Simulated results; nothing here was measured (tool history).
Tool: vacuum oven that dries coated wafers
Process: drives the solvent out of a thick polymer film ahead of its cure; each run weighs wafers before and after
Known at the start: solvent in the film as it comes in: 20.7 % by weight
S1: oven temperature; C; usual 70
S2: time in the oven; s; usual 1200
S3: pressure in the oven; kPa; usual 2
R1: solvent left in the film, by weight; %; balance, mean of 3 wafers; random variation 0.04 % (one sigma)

run    hour  S1    S2    S3    R1
  1       0  70  1200     2  1.89
  2    72.7  70  1200     2  1.95
  3   136.9  70   840     2  2.93
  4   229.4  70   840     2  2.88
  5     305  70   840     2   2.9
      367.8  -- oven's thermocouples calibrated
  6   367.8  70   840     2  2.77
  7     430  70   960     2  2.39
  8   522.7  70   960     2   2.3
  9   611.8  70   960     2  2.29
 10     683  70   720     2  3.19
 11   726.6  70   720     2   3.3
 12   788.9  65  1200     2  3.17
 13   831.6  65  1200     2  3.25
 14   895.1  70  1200     2   1.8
      905.3  -- oven's thermocouples calibrated, once more
 15   977.7  70  1200     2  2.07
 16  1044.7  70  1200  2.46  2.46
 17  1131.9  70  1200  1.06  1.53
 18  1199.4  70  1200     2  2.09
 19  1253.4  70   660     2  4.24
 20  1316.1  70   660     2  4.32
 21    1398  70   660     2  4.24
 22  1486.6  70   660     2  4.27
 23  1531.5  70   660     2  4.21
 24  1577.2  70   660     2  4.19
 25  1617.2  70  1200     2  2.14
 26  1667.7  70  1200     2  2.08

Run 27 comes next. What will it give?
 27  1756.9  58  1260  7.47   ?

{"run 27": {"R1": 11.12}}
Without the tool's hidden state the same run would have given R1 11.27 %.
